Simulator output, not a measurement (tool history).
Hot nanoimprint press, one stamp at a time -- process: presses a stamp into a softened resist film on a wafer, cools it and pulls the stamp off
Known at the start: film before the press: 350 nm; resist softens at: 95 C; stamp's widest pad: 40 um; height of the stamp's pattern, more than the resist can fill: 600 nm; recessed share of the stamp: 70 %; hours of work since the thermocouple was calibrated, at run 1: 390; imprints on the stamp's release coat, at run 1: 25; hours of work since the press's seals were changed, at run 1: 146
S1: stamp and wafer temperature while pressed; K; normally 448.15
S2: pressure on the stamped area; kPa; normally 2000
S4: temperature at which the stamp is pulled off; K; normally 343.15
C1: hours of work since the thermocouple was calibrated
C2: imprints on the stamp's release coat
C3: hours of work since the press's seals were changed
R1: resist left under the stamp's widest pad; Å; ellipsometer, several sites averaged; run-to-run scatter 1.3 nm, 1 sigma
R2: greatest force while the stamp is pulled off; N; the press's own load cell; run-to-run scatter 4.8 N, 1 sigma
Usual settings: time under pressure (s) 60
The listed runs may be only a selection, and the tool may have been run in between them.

{"run": 1, "hour": 0.0, "S1": 448.15, "S2": 2000, "time under pressure (s)": 60, "S4": 343.15, "C1": 390, "C2": 25, "C3": 146, "R1": 2045, "R2": 236}
{"hour": 29.7, "done": "plate thermocouple calibrated"}
{"run": 2, "hour": 43.5, "S1": 448.15, "S2": 2000, "time under pressure (s)": 60, "S4": 343.15, "C1": 9, "C2": 159, "C3": 173, "R1": 1975, "R2": 242}
{"run": 3, "hour": 118.5, "S1": 448.15, "S2": 2000, "time under pressure (s)": 60, "S4": 343.15, "C1": 60, "C2": 407, "C3": 224, "R1": 1978, "R2": 266}
{"run": 4, "hour": 181.7, "S1": 448.15, "S2": 2000, "time under pressure (s)": 60, "S4": 331.15, "C1": 102, "C2": 616, "C3": 266, "R1": 1975, "R2": 334}
{"run": 5, "hour": 230.7, "S1": 448.15, "S2": 2000, "time under pressure (s)": 60, "S4": 331.15, "C1": 135, "C2": 777, "C3": 299, "R1": 2008, "R2": 340}
{"run": 6, "hour": 303.3, "S1": 448.15, "S2": 2000, "time under pressure (s)": 60, "S4": 331.15, "C1": 183, "C2": 1017, "C3": 348, "R1": 2051, "R2": 364}
{"run": 7, "hour": 366.4, "S1": 448.15, "S2": 2000, "time under pressure (s)": 60, "S4": 331.15, "C1": 226, "C2": 1225, "C3": 390, "R1": 2048, "R2": 379}
{"run": 8, "hour": 399.9, "S1": 458.15, "S2": 2000, "time under pressure (s)": 60, "S4": 331.15, "C1": 248, "C2": 1336, "C3": 412, "R1": 1351, "R2": 392}
{"run": 9, "hour": 463.1, "S1": 448.15, "S2": 1760, "time under pressure (s)": 60, "S4": 343.15, "C1": 291, "C2": 1545, "C3": 455, "R1": 2143, "R2": 345}
{"run": 10, "hour": 500.0, "S1": 448.15, "S2": 1760, "time under pressure (s)": 60, "S4": 343.15, "C1": 315, "C2": 1667, "C3": 479, "R1": 2164, "R2": 352}
{"hour": 559.4, "done": "stamp cleaned and given a new release coat"}
{"run": 11, "hour": 568.0, "S1": 448.15, "S2": 1760, "time under pressure (s)": 60, "S4": 343.15, "C1": 357, "C2": 29, "C3": 521, "R1": 2187, "R2": 240}
{"run": 12, "hour": 610.6, "S1": 448.15, "S2": 2000, "time under pressure (s)": 60, "S4": 343.15, "C1": 385, "C2": 169, "C3": 550, "R1": 2097, "R2": 244}
{"hour": 644.8, "done": "plate thermocouple calibrated"}
{"run": 13, "hour": 662.9, "S1": 448.15, "S2": 2000, "time under pressure (s)": 60, "S4": 343.15, "C1": 12, "C2": 332, "C3": 583, "R1": 1972, "R2": 260}
{"run": 14, "hour": 738.2, "S1": 448.15, "S2": 2000, "time under pressure (s)": 60, "S4": 343.15, "C1": 63, "C2": 581, "C3": 633, "R1": 2022, "R2": 282}
{"run": 15, "hour": 794.1, "S1": 448.15, "S2": 2000, "time under pressure (s)": 60, "S4": 343.15, "C1": 100, "C2": 765, "C3": 671, "R1": 2045, "R2": 293}
{"run": 16, "hour": 866.4, "S1": 455.15, "S2": 2760, "time under pressure (s)": 48, "S4": 331.15, "C1": 149, "C2": 1004, "C3": 719, "R1": 1451, "R2": 350}
{"run": 17, "hour": 913.5, "S1": 438.15, "S2": 2760, "time under pressure (s)": 48, "S4": 343.15, "C1": 180, "C2": 1159, "C3": 751, "R1": 2766, "R2": 316}

The next listed run, before its measurement:
{"run": 18, "hour": 956.6, "S1": 438.15, "S2": 2760, "time under pressure (s)": 48, "S4": 328.15, "C1": 209, "C2": 1302, "C3": 779, "R1": "?", "R2": "?"}

{"run 18": {"R1": 2788, "R2": 404}}
If the tool had no hidden condition, the same run with the same run-to-run variation would have returned R1 2665 Å, R2 284 N.
